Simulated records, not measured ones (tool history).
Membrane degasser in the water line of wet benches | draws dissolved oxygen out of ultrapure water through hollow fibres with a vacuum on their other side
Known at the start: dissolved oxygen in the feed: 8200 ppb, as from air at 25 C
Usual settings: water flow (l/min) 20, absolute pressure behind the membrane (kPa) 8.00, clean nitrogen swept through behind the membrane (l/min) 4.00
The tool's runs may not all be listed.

run,hour,water flow (l/min),absolute pressure behind the membrane (kPa),clean nitrogen swept through behind the membrane (l/min),dissolved oxygen in the water behind the degasser (ppb),pressure that the water loses in the fibres (kPa)
1,0.0,20,8.00,4.00,66.8,46.20
2,361.2,20,8.00,4.00,67.3,45.55
3,616.5,20,8.00,4.00,67.3,45.84
4,830.2,20,8.00,4.00,66.9,45.86
5,1013.5,20,8.00,4.00,67.5,45.86
6,1287.0,20,8.00,4.00,67.6,46.31
7,1515.8,20,8.00,4.00,66.8,46.07
8,1774.4,20,8.00,4.00,67.7,46.26
9,2063.4,20,12.43,4.00,123.2,46.25
10,2242.7,20,8.00,8.08,38.7,46.13
11,2430.9,20,8.00,4.00,68.3,46.34
12,2751.3,20,8.00,4.00,68.0,46.16
13,2989.0,20,8.00,4.00,69.1,46.70
14,3228.4,20,8.00,4.00,68.5,46.65
15,3528.7,20,8.00,4.00,69.1,46.24
16,3787.8,20,8.00,2.41,106.0,46.28
# hour 3998.6: vacuum gauge calibrated
17,4096.4,20,8.00,2.41,105.8,46.34
18,4396.9,20,8.00,2.41,106.0,46.05
19,4672.3,19,8.00,4.00,65.8,43.92
# hour 4832.5: seals of the vacuum lines changed
20,4996.7,13,8.00,4.00,40.9,30.30
21,5248.8,18,8.71,4.00,67.1,42.12
22,5521.2,20,19.30,4.00,202.0,46.89
23,5777.8,22,5.01,3.65,37.4,51.17
24,6076.7,22,5.01,3.65,37.4,51.18
25,6391.5,23,8.24,3.65,89.5,53.90
26,6631.0,23,8.24,3.03,103.2,53.56
27,6869.3,20,7.73,10.26,30.2,46.78
28,7209.1,20,7.73,10.26,30.8,46.32
29,7400.4,20,7.73,10.26,30.4,47.11
30,7737.8,20,7.73,10.26,30.7,46.99
31,8034.5,17,10.36,9.15,39.2,39.95

Forecast run 32:
32,8302.3,17,10.36,9.15,?,?

Run 32 gave dissolved oxygen in the water behind the degasser (ppb) 39.1, pressure that the water loses in the fibres (kPa) 40.13.
Without the tool's hidden state the same run would have given dissolved oxygen in the water behind the degasser (ppb) 36.7, pressure that the water loses in the fibres (kPa) 38.52.
